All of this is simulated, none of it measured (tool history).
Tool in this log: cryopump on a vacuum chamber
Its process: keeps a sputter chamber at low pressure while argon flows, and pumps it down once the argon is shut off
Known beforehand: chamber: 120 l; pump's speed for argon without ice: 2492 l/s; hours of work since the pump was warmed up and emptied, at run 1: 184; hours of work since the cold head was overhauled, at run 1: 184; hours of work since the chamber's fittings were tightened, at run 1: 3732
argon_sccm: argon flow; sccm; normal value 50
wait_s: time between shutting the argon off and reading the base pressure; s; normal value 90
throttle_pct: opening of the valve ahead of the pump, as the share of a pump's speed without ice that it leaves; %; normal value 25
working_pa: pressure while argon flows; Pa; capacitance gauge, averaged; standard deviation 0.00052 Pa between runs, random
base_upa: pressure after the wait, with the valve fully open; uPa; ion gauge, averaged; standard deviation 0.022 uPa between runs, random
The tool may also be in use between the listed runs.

run	hour	argon_sccm	wait_s	throttle_pct	hours of work since the pump was warmed up and emptied	hours of work since the cold head was overhauled	hours of work since the chamber's fittings were tightened	working_pa	base_upa
1	0	50	90	25	184	184	3732	0.1374	1.74
2	33.4	50	90	25	205	205	3753	0.137	1.75
3	59.5	50	36	25	221	221	3770	0.1365	2.49
4	96.4	50	36	25	245	245	3793	0.1365	2.48
5	114.6	50	27	25	256	256	3804	0.1369	3.02
6	141	50	25	25	273	273	3821	0.1372	3.11
7	173.7	50	34	25	293	293	3842	0.137	2.73
8	202.8	50	34	25	312	312	3860	0.1377	2.69
9	235	50	90	29	332	332	3880	0.1187	1.77
10	255.8	50	90	29	345	345	3893	0.1191	1.73
# hour 294.5: leaking fittings of the chamber tightened, without venting
11	294.5	50	90	18	368	368	0	0.1894	0.68
12	318.9	50	90	18	384	384	15	0.1907	0.68
13	359.1	50	90	18	409	409	41	0.1915	0.7
14	378.1	50	90	18	421	421	53	0.1912	0.67
15	403.1	50	90	18	437	437	69	0.1904	0.72
16	429.1	50	90	25	453	453	85	0.1379	0.63
17	455.4	50	90	25	470	470	102	0.1372	0.71
18	495	58	90	48	495	495	126	0.0848	0.72
19	514.4	58	90	48	507	507	139	0.085	0.68
20	545	32	23	43	526	526	158	0.0523	2.27
21	572.3	33	98	43	543	543	175	0.0537	0.64
22	609.3	50	54	24	567	567	199	0.1442	1.05
23	635.6	24	90	25	583	583	215	0.0669	0.76
24	666.7	31	90	31	603	603	235	0.0701	0.7
25	686.3	31	90	31	615	615	247	0.0703	0.76
26	727	56	155	25	641	641	273	0.1556	0.55
27	755.8	72	114	25	659	659	291	0.201	0.64
28	790	72	114	25	681	681	312	0.2006	0.61
29	821.3	31	87	47	700	700	332	0.048	0.77
30	843.4	31	87	47	714	714	346	0.0461	0.79
31	860.4	31	51	28	725	725	357	0.078	1.12
32	887.5	80	227	25	742	742	374	0.2228	0.46
33	920.2	77	227	48	763	763	395	0.1153	0.49

Consider 4 possible next runs. They are alternatives, not a sequence: every one starts from the tool as it was left by run 33. What does each give?
A	943.7	51	67	16	778	778	409	?	?
B	943.7	75	21	47	778	778	409	?	?
C	943.7	33	89	39	778	778	409	?	?
D	943.7	98	227	48	778	778	409	?	?

run	working_pa	base_upa
A	0.22	0.96
B	0.1141	2.5
C	0.0607	0.75
D	0.1469	0.48
Without the tool's unlogged condition, the same runs would have read:
run	working_pa	base_upa
A	0.2155	0.81
B	0.1075	2.34
C	0.0578	0.6
D	0.1382	0.32
